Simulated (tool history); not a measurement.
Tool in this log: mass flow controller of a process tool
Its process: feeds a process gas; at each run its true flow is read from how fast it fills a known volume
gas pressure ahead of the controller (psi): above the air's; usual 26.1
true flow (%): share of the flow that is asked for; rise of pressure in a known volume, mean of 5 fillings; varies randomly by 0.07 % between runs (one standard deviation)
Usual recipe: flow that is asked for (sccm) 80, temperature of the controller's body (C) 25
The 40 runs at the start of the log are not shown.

run    hour  flow that is asked for (sccm)  gas pressure ahead of the controller (psi)  temperature of the controller's body (C)  hours of work since the controller was set to zero  hours of work since the controller was changed  true flow (%)
 41  4780.1                             45                                        21.8                                        34                                                6877                                            6877          98.03
 42  4937.2                             14                                        21.8                                        34                                                6980                                            6980          96.91
 43  5076.7                             47                                        31.3                                        34                                                7072                                            7072          97.97
 44  5188.6                             47                                        31.3                                        34                                                7145                                            7145          97.91
     5236.5  -- controller exchanged for a calibrated one
 45  5321.6                             87                                        27.0                                        22                                                  56                                              56          99.71
 46  5398.1                             87                                        27.0                                        22                                                 106                                             106          99.71
 47  5529.5                             80                                        26.1                                        38                                                 192                                             192          99.08
 48  5686.6                             80                                        26.1                                        38                                                 295                                             295          99.03

Each row is a separate what-if for the run after 48, all from the same tool condition, not one after another. Results?
  A  5778.6                             80                                        26.1                                        29                                                 356                                             356              ?
  B  5778.6                             80                                        26.1                                        24                                                 356                                             356              ?
  C  5778.6                             80                                        20.9                                        38                                                 356                                             356              ?
  D  5778.6                             15                                        22.3                                        38                                                 356                                             356              ?

run  true flow (%)
  A          99.36
  B          99.31
  C          99.25
  D          96.83
With no hidden state in the tool, these same runs would have given:
run  true flow (%)
  A          99.36
  B          99.31
  C          99.25
  D          96.83
